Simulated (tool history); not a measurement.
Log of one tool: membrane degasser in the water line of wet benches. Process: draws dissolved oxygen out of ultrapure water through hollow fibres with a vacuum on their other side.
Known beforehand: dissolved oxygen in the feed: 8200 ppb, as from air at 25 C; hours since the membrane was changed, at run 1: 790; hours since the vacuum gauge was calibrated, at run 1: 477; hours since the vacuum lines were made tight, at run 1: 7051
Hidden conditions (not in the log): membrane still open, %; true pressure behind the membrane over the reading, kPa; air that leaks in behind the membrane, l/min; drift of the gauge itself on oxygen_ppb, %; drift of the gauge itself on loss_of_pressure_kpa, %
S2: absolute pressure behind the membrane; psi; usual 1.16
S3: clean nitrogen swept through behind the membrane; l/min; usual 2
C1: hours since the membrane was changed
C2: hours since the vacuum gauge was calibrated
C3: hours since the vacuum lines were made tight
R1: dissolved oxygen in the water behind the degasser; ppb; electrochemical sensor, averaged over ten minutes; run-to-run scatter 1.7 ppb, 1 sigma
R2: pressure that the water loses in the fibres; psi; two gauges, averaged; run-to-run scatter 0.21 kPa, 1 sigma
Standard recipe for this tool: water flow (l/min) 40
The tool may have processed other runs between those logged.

run 1 day=0 | water_flow_(l/min)=40 S2=1.16 S3=2 | C1=790 C2=477 C3=7051 | R1=212.7 R2=6.892
run 2 day=1.775 | water_flow_(l/min)=40 S2=2.157 S3=2 | C1=832 C2=519 C3=7094 | R1=500.3 R2=6.917
run 3 day=2.708 | water_flow_(l/min)=40 S2=2.366 S3=2 | C1=855 C2=542 C3=7116 | R1=553.1 R2=6.918
run 4 day=4.05 | water_flow_(l/min)=40 S2=2.366 S3=2 | C1=887 C2=574 C3=7149 | R1=551.8 R2=6.931
run 5 day=5.842 | water_flow_(l/min)=45 S2=1.16 S3=2 | C1=930 C2=617 C3=7191 | R1=237.1 R2=7.847
run 6 day=7.225 | water_flow_(l/min)=45 S2=1.16 S3=2 | C1=963 C2=650 C3=7225 | R1=238.4 R2=7.832
run 7 day=8.725 | water_flow_(l/min)=45 S2=1.16 S3=2 | C1=999 C2=686 C3=7261 | R1=236.7 R2=7.757
run 8 day=10.358 | water_flow_(l/min)=50 S2=1.16 S3=2 | C1=1038 C2=725 C3=7300 | R1=262.6 R2=8.75
run 9 day=11.942 | water_flow_(l/min)=50 S2=1.16 S3=2 | C1=1077 C2=763 C3=7338 | R1=260.6 R2=8.75
run 10 day=13.825 | water_flow_(l/min)=50 S2=1.16 S3=2 | C1=1122 C2=809 C3=7383 | R1=258.3 R2=8.753
run 11 day=14.779 | water_flow_(l/min)=40 S2=1.45 S3=2 | C1=1145 C2=832 C3=7406 | R1=300.2 R2=7
run 12 day=16.396 | water_flow_(l/min)=40 S2=1.16 S3=2 | C1=1183 C2=870 C3=7445 | R1=213.1 R2=6.991
run 13 day=17.658 | water_flow_(l/min)=40 S2=1.16 S3=2 | C1=1214 C2=901 C3=7475 | R1=213.3 R2=7.047
run 14 day=19.433 | water_flow_(l/min)=40 S2=1.16 S3=2 | C1=1256 C2=943 C3=7518 | R1=215.3 R2=6.969
run 15 day=20.275 | water_flow_(l/min)=40 S2=1.16 S3=2 | C1=1276 C2=963 C3=7538 | R1=212.1 R2=7.017
run 16 day=21.504 | water_flow_(l/min)=40 S2=1.16 S3=2 | C1=1306 C2=993 C3=7567 | R1=212.7 R2=6.984
run 17 day=23.029 | water_flow_(l/min)=40 S2=1.16 S3=1.36 | C1=1343 C2=1030 C3=7604 | R1=292.4 R2=7.018
run 18 day=24.142 | water_flow_(l/min)=40 S2=1.16 S3=1.36 | C1=1369 C2=1056 C3=7631 | R1=294.3 R2=7.056
run 19 day=25.1 | water_flow_(l/min)=28 S2=0.73 S3=5.02 | C1=1392 C2=1079 C3=7654 | R1=25.6 R2=4.921
run 20 day=25.883 | water_flow_(l/min)=36 S2=1.54 S3=5.02 | C1=1411 C2=1098 C3=7672 | R1=130.4 R2=6.347
run 21 day=26.654 | water_flow_(l/min)=52 S2=0.798 S3=1.97 | C1=1430 C2=1117 C3=7691 | R1=137.5 R2=9.132
run 22 day=27.575 | water_flow_(l/min)=52 S2=0.798 S3=5.01 | C1=1452 C2=1139 C3=7713 | R1=66.4 R2=9.204
run 23 day=28.475 | water_flow_(l/min)=40 S2=1.107 S3=2 | C1=1473 C2=1160 C3=7735 | R1=198.1 R2=7.02
run 24 day=29.725 | water_flow_(l/min)=46 S2=2.289 S3=5.06 | C1=1503 C2=1190 C3=7765 | R1=266.3 R2=8.028
run 25 day=31.092 | water_flow_(l/min)=46 S2=2.289 S3=5.06 | C1=1536 C2=1223 C3=7798 | R1=272.1 R2=8.153
run 26 day=32.767 | water_flow_(l/min)=52 S2=2.25 S3=5.06 | C1=1576 C2=1263 C3=7838 | R1=295.3 R2=9.258

Run 27 has not been measured yet. What should we expect?
run 27 day=34.517 | water_flow_(l/min)=46 S2=0.769 S3=2.89 | C1=1618 C2=1305 C3=7880 | R1=? R2=?

{"run 27": {"R1": 82, "R2": 8.192}}
Minus the tool's unlogged condition, the same run would have read R1 81.9 ppb, R2 8.005 psi.
